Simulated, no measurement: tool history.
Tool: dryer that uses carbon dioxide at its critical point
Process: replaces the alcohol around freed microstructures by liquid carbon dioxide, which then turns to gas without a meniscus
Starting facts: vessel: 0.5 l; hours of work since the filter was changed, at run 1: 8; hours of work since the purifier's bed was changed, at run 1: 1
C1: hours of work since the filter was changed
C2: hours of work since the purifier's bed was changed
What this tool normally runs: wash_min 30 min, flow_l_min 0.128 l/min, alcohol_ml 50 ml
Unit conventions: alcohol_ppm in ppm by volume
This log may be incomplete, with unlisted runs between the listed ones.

run 1 hour=0.0 | wash_min=30 flow_l_min=0.128 alcohol_ml=50 | C1=8 C2=1 | alcohol_ppm=230
run 2 hour=10.1 | wash_min=21 flow_l_min=0.128 alcohol_ml=50 | C1=12 C2=5 | alcohol_ppm=1423
run 3 hour=21.6 | wash_min=21 flow_l_min=0.128 alcohol_ml=50 | C1=17 C2=10 | alcohol_ppm=1408
run 4 hour=26.7 | wash_min=30 flow_l_min=0.128 alcohol_ml=97 | C1=19 C2=12 | alcohol_ppm=451
run 5 hour=34.1 | wash_min=30 flow_l_min=0.128 alcohol_ml=97 | C1=22 C2=15 | alcohol_ppm=481
run 6 hour=46.4 | wash_min=30 flow_l_min=0.128 alcohol_ml=97 | C1=27 C2=20 | alcohol_ppm=473
run 7 hour=58.4 | wash_min=30 flow_l_min=0.128 alcohol_ml=50 | C1=32 C2=25 | alcohol_ppm=269
run 8 hour=66.7 | wash_min=30 flow_l_min=0.110 alcohol_ml=50 | C1=36 C2=29 | alcohol_ppm=639
run 9 hour=73.1 | wash_min=30 flow_l_min=0.091 alcohol_ml=50 | C1=38 C2=31 | alcohol_ppm=1585
run 10 hour=82.4 | wash_min=30 flow_l_min=0.091 alcohol_ml=50 | C1=42 C2=35 | alcohol_ppm=1691
run 11 hour=90.1 | wash_min=30 flow_l_min=0.091 alcohol_ml=50 | C1=45 C2=38 | alcohol_ppm=1650
run 12 hour=95.0 | wash_min=30 flow_l_min=0.091 alcohol_ml=50 | C1=47 C2=41 | alcohol_ppm=1615
run 13 hour=106.3 | wash_min=30 flow_l_min=0.147 alcohol_ml=50 | C1=52 C2=45 | alcohol_ppm=122
run 14 hour=112.6 | wash_min=30 flow_l_min=0.147 alcohol_ml=50 | C1=55 C2=48 | alcohol_ppm=115
run 15 hour=124.7 | wash_min=30 flow_l_min=0.128 alcohol_ml=50 | C1=60 C2=53 | alcohol_ppm=290
run 16 hour=135.2 | wash_min=30 flow_l_min=0.128 alcohol_ml=50 | C1=64 C2=57 | alcohol_ppm=310
run 17 hour=144.7 | wash_min=30 flow_l_min=0.128 alcohol_ml=24 | C1=68 C2=61 | alcohol_ppm=158
run 18 hour=153.8 | wash_min=28 flow_l_min=0.128 alcohol_ml=50 | C1=72 C2=65 | alcohol_ppm=461
run 19 hour=166.0 | wash_min=30 flow_l_min=0.128 alcohol_ml=113 | C1=77 C2=70 | alcohol_ppm=729
run 20 hour=176.6 | wash_min=30 flow_l_min=0.128 alcohol_ml=113 | C1=81 C2=74 | alcohol_ppm=733
run 21 hour=185.2 | wash_min=30 flow_l_min=0.128 alcohol_ml=113 | C1=85 C2=78 | alcohol_ppm=750
run 22 hour=192.8 | wash_min=30 flow_l_min=0.128 alcohol_ml=50 | C1=88 C2=81 | alcohol_ppm=339
run 23 hour=203.3 | wash_min=30 flow_l_min=0.128 alcohol_ml=50 | C1=92 C2=86 | alcohol_ppm=334
run 24 hour=210.2 | wash_min=30 flow_l_min=0.128 alcohol_ml=91 | C1=95 C2=88 | alcohol_ppm=647
run 25 hour=215.6 | wash_min=30 flow_l_min=0.128 alcohol_ml=95 | C1=98 C2=91 | alcohol_ppm=656
run 26 hour=222.7 | wash_min=30 flow_l_min=0.167 alcohol_ml=86 | C1=101 C2=94 | alcohol_ppm=118
run 27 hour=234.9 | wash_min=30 flow_l_min=0.210 alcohol_ml=50 | C1=106 C2=99 | alcohol_ppm=28
run 28 hour=244.8 | wash_min=21 flow_l_min=0.121 alcohol_ml=30 | C1=110 C2=103 | alcohol_ppm=1463
run 29 hour=254.1 | wash_min=30 flow_l_min=0.128 alcohol_ml=30 | C1=114 C2=107 | alcohol_ppm=246
run 30 hour=259.8 | wash_min=30 flow_l_min=0.128 alcohol_ml=30 | C1=116 C2=109 | alcohol_ppm=243
run 31 hour=270.6 | wash_min=29 flow_l_min=0.085 alcohol_ml=48 | C1=121 C2=114 | alcohol_ppm=2951
run 32 hour=281.5 | wash_min=30 flow_l_min=0.171 alcohol_ml=50 | C1=125 C2=118 | alcohol_ppm=61
run 33 hour=287.2 | wash_min=30 flow_l_min=0.128 alcohol_ml=48 | C1=127 C2=121 | alcohol_ppm=406
run 34 hour=294.8 | wash_min=29 flow_l_min=0.079 alcohol_ml=89 | C1=131 C2=124 | alcohol_ppm=7375
run 35 hour=304.8 | wash_min=23 flow_l_min=0.139 alcohol_ml=69 | C1=135 C2=128 | alcohol_ppm=1422
run 36 hour=312.9 | wash_min=23 flow_l_min=0.139 alcohol_ml=27 | C1=138 C2=131 | alcohol_ppm=566
run 37 hour=318.3 | wash_min=23 flow_l_min=0.139 alcohol_ml=27 | C1=140 C2=134 | alcohol_ppm=581
run 38 hour=326.1 | wash_min=18 flow_l_min=0.113 alcohol_ml=84 | C1=144 C2=137 | alcohol_ppm=9532

For run 39, what comes out?
run 39 hour=334.6 | wash_min=26 flow_l_min=0.200 alcohol_ml=35 | C1=147 C2=140 | alcohol_ppm=?

Logged for run 39: alcohol_ppm 56 ppm by volume.
On a tool with no hidden condition, and with the same random variation, this run would have come out at alcohol_ppm 15 ppm by volume.
